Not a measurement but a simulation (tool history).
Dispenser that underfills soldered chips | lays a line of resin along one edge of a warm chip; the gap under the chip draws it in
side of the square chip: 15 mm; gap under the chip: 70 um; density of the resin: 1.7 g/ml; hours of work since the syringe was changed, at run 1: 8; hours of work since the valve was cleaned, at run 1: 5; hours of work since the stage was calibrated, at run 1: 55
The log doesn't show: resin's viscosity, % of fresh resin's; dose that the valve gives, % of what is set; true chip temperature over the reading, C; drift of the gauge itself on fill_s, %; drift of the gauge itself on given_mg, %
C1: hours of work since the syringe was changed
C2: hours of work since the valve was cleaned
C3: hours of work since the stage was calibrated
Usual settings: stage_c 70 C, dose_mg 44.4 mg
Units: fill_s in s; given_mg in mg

run 1 day=0.000 | stage_c=70 dose_mg=44.4 | C1=8 C2=5 C3=55 | fill_s=302.6 given_mg=44.09
-- day=0.196 new syringe of resin
run 2 day=0.229 | stage_c=62 dose_mg=44.4 | C1=0 C2=8 C3=58 | fill_s=294.1 given_mg=44.42
run 3 day=0.550 | stage_c=62 dose_mg=44.4 | C1=5 C2=13 C3=63 | fill_s=348.4 given_mg=43.86
run 4 day=0.771 | stage_c=62 dose_mg=44.4 | C1=8 C2=16 C3=66 | fill_s=403.2 given_mg=43.44
-- day=0.904 new syringe of resin
run 5 day=1.050 | stage_c=70 dose_mg=55.0 | C1=2 C2=20 C3=70 | fill_s=244.3 given_mg=53.98
run 6 day=1.258 | stage_c=70 dose_mg=55.0 | C1=5 C2=23 C3=73 | fill_s=273.8 given_mg=53.75
run 7 day=1.471 | stage_c=66 dose_mg=44.4 | C1=8 C2=26 C3=76 | fill_s=353.6 given_mg=43.53
-- day=1.608 new syringe of resin
run 8 day=1.708 | stage_c=70 dose_mg=44.4 | C1=1 C2=29 C3=79 | fill_s=235.8 given_mg=42.88
run 9 day=1.904 | stage_c=70 dose_mg=44.4 | C1=4 C2=32 C3=82 | fill_s=258.1 given_mg=43.03
run 10 day=2.208 | stage_c=70 dose_mg=44.4 | C1=9 C2=36 C3=86 | fill_s=314.8 given_mg=43.10
-- day=2.329 new syringe of resin
run 11 day=2.521 | stage_c=70 dose_mg=44.4 | C1=3 C2=41 C3=90 | fill_s=245.5 given_mg=42.82
run 12 day=2.762 | stage_c=55 dose_mg=48.3 | C1=6 C2=44 C3=94 | fill_s=449.0 given_mg=46.61
-- day=3.033 new syringe of resin
run 13 day=3.062 | stage_c=55 dose_mg=48.3 | C1=0 C2=48 C3=98 | fill_s=354.2 given_mg=46.03
run 14 day=3.225 | stage_c=55 dose_mg=48.3 | C1=3 C2=51 C3=100 | fill_s=393.8 given_mg=45.99
run 15 day=3.467 | stage_c=70 dose_mg=46.9 | C1=6 C2=54 C3=104 | fill_s=278.8 given_mg=44.37
-- day=3.746 new syringe of resin
run 16 day=3.754 | stage_c=59 dose_mg=55.0 | C1=0 C2=58 C3=108 | fill_s=313.4 given_mg=51.99
run 17 day=4.062 | stage_c=60 dose_mg=49.0 | C1=5 C2=63 C3=112 | fill_s=362.3 given_mg=46.14
run 18 day=4.225 | stage_c=60 dose_mg=49.0 | C1=7 C2=65 C3=115 | fill_s=396.1 given_mg=46.25
run 19 day=4.408 | stage_c=69 dose_mg=40.4 | C1=10 C2=68 C3=117 | fill_s=346.5 given_mg=37.88
-- day=4.462 new syringe of resin
run 20 day=4.575 | stage_c=69 dose_mg=40.4 | C1=2 C2=70 C3=119 | fill_s=249.0 given_mg=38.02

3 ways to go on from here, each from the tool as it stands after run 20. What would each give?
run A day=4.771 | stage_c=70 dose_mg=54.2 | C1=4 C2=73 C3=122 | fill_s=? given_mg=?
run B day=4.771 | stage_c=64 dose_mg=38.0 | C1=4 C2=73 C3=122 | fill_s=? given_mg=?
run C day=4.771 | stage_c=74 dose_mg=40.4 | C1=4 C2=73 C3=122 | fill_s=? given_mg=?

run=A fill_s=262.4 given_mg=50.88
run=B fill_s=337.0 given_mg=35.14
run=C fill_s=247.0 given_mg=37.87
Without the tool's hidden state the same runs would have given:
run=A fill_s=218.3 given_mg=54.46
run=B fill_s=276.7 given_mg=37.62
run=C fill_s=203.4 given_mg=40.54
